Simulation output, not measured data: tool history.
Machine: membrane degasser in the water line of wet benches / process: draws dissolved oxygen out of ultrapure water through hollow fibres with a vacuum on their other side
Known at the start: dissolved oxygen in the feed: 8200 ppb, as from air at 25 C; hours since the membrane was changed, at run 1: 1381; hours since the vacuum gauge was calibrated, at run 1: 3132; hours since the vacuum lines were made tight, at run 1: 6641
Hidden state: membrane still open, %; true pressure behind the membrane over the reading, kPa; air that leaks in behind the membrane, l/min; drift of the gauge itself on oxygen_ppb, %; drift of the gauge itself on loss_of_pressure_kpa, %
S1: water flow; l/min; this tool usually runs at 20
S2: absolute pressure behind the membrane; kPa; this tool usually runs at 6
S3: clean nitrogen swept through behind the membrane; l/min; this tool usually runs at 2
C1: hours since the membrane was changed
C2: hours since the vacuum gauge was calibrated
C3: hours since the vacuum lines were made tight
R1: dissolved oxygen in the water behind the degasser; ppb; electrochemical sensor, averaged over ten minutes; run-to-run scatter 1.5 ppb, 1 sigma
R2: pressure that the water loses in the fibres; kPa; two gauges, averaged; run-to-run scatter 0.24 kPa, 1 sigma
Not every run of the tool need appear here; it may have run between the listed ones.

{"run": 1, "hour": 0.0, "S1": 20, "S2": 6, "S3": 2, "C1": 1381, "C2": 3132, "C3": 6641, "R1": 157, "R2": 63.52}
{"run": 2, "hour": 58.1, "S1": 20, "S2": 6, "S3": 2, "C1": 1439, "C2": 3190, "C3": 6699, "R1": 157.5, "R2": 63.8}
{"run": 3, "hour": 157.9, "S1": 20, "S2": 6, "S3": 5.54, "C1": 1539, "C2": 3290, "C3": 6799, "R1": 117, "R2": 63.46}
{"run": 4, "hour": 227.7, "S1": 20, "S2": 6, "S3": 5.54, "C1": 1609, "C2": 3359, "C3": 6869, "R1": 115.2, "R2": 63.59}
{"hour": 236.2, "done": "vacuum gauge calibrated"}
{"run": 5, "hour": 319.0, "S1": 20, "S2": 6, "S3": 5.54, "C1": 1700, "C2": 83, "C3": 6960, "R1": 115.5, "R2": 63.54}
{"run": 6, "hour": 423.3, "S1": 20, "S2": 6, "S3": 2, "C1": 1804, "C2": 187, "C3": 7064, "R1": 155.7, "R2": 63.84}
{"run": 7, "hour": 503.6, "S1": 20, "S2": 6, "S3": 2, "C1": 1884, "C2": 267, "C3": 7144, "R1": 160.4, "R2": 63.9}
{"run": 8, "hour": 560.5, "S1": 20, "S2": 6, "S3": 2, "C1": 1941, "C2": 324, "C3": 7201, "R1": 161.1, "R2": 63.67}
{"hour": 603.1, "done": "vacuum gauge calibrated, once more"}
{"run": 9, "hour": 630.9, "S1": 20, "S2": 6, "S3": 2, "C1": 2011, "C2": 28, "C3": 7271, "R1": 153.9, "R2": 63.96}
{"run": 10, "hour": 702.5, "S1": 20, "S2": 6, "S3": 2, "C1": 2083, "C2": 99, "C3": 7343, "R1": 157.1, "R2": 64.05}
{"run": 11, "hour": 762.4, "S1": 20, "S2": 13.59, "S3": 2, "C1": 2143, "C2": 159, "C3": 7403, "R1": 324.3, "R2": 64.06}
{"run": 12, "hour": 847.9, "S1": 20, "S2": 6, "S3": 2, "C1": 2228, "C2": 245, "C3": 7488, "R1": 159.2, "R2": 63.94}
{"run": 13, "hour": 926.9, "S1": 20, "S2": 6, "S3": 2, "C1": 2307, "C2": 324, "C3": 7567, "R1": 156, "R2": 64.09}
{"run": 14, "hour": 1013.7, "S1": 20, "S2": 6, "S3": 3.7, "C1": 2394, "C2": 411, "C3": 7654, "R1": 128.4, "R2": 63.78}
{"run": 15, "hour": 1081.9, "S1": 20, "S2": 6, "S3": 3.7, "C1": 2462, "C2": 479, "C3": 7722, "R1": 128.6, "R2": 64.33}
{"run": 16, "hour": 1181.6, "S1": 20, "S2": 5.27, "S3": 3.7, "C1": 2562, "C2": 578, "C3": 7822, "R1": 119, "R2": 64.36}
{"run": 17, "hour": 1281.2, "S1": 30, "S2": 4.14, "S3": 5.84, "C1": 2661, "C2": 678, "C3": 7921, "R1": 309.1, "R2": 96.25}
{"run": 18, "hour": 1340.4, "S1": 30, "S2": 4.14, "S3": 5.84, "C1": 2720, "C2": 737, "C3": 7981, "R1": 307.6, "R2": 95.89}
{"run": 19, "hour": 1425.7, "S1": 30, "S2": 4.14, "S3": 5.84, "C1": 2806, "C2": 823, "C3": 8066, "R1": 303.7, "R2": 96.53}
{"run": 20, "hour": 1513.2, "S1": 18, "S2": 5.52, "S3": 2, "C1": 2893, "C2": 910, "C3": 8153, "R1": 115.7, "R2": 58}
{"run": 21, "hour": 1617.6, "S1": 25, "S2": 8.02, "S3": 4.54, "C1": 2998, "C2": 1014, "C3": 8258, "R1": 244.6, "R2": 80.32}
{"run": 22, "hour": 1696.3, "S1": 12, "S2": 6.01, "S3": 5.27, "C1": 3076, "C2": 1093, "C3": 8337, "R1": 29.7, "R2": 38.44}
{"run": 23, "hour": 1786.9, "S1": 20, "S2": 4.38, "S3": 5.76, "C1": 3167, "C2": 1184, "C3": 8427, "R1": 102.9, "R2": 64.1}
{"run": 24, "hour": 1900.8, "S1": 12, "S2": 5.8, "S3": 0.89, "C1": 3281, "C2": 1298, "C3": 8541, "R1": 95.4, "R2": 38.88}
{"run": 25, "hour": 2003.5, "S1": 17, "S2": 5.88, "S3": 1.65, "C1": 3384, "C2": 1400, "C3": 8644, "R1": 121.5, "R2": 54.79}
{"run": 26, "hour": 2121.4, "S1": 17, "S2": 5.88, "S3": 1.65, "C1": 3502, "C2": 1518, "C3": 8762, "R1": 121.8, "R2": 54.94}
{"run": 27, "hour": 2202.8, "S1": 17, "S2": 7.4, "S3": 1.65, "C1": 3583, "C2": 1600, "C3": 8843, "R1": 157.7, "R2": 55.29}
{"run": 28, "hour": 2320.5, "S1": 13, "S2": 6, "S3": 5.44, "C1": 3701, "C2": 1717, "C3": 8961, "R1": 35.3, "R2": 42.01}
{"run": 29, "hour": 2429.3, "S1": 13, "S2": 6.76, "S3": 5.44, "C1": 3809, "C2": 1826, "C3": 9070, "R1": 41.1, "R2": 41.97}
{"run": 30, "hour": 2522.9, "S1": 20, "S2": 6, "S3": 1.68, "C1": 3903, "C2": 1920, "C3": 9163, "R1": 175.6, "R2": 64.45}
{"run": 31, "hour": 2633.4, "S1": 20, "S2": 9.12, "S3": 5.12, "C1": 4013, "C2": 2030, "C3": 9274, "R1": 151.4, "R2": 64.63}
{"run": 32, "hour": 2699.1, "S1": 14, "S2": 6, "S3": 2, "C1": 4079, "C2": 2096, "C3": 9339, "R1": 74.9, "R2": 45.78}

Describe how what the log doesn't record of the tool's condition differs between the last listed run preceding each entry between runs and the first listed run following it.
After run 4, before run 5: vacuum gauge calibrated (hour 236.2)
  membrane still open, %: 98.8 -> 98.7; true pressure behind the membrane over the reading, kPa: 0.11 -> 0.18; air that leaks in behind the membrane, l/min: 0.0247 -> 0.025
  what was measured, less what the result would be without the hidden state, R1: +6.5 -> +7.4 ppb; R2: +0.76 -> +0.81 kPa
After run 8, before run 9: vacuum gauge calibrated, once more (hour 603.1)
  membrane still open, %: 98.6 -> 98.5; true pressure behind the membrane over the reading, kPa: 0.19 -> -0.01; air that leaks in behind the membrane, l/min: 0.0257 -> 0.0259
  what was measured, less what the result would be without the hidden state, R1: +11.9 -> +7.2 ppb; R2: +0.9 -> +0.93 kPa
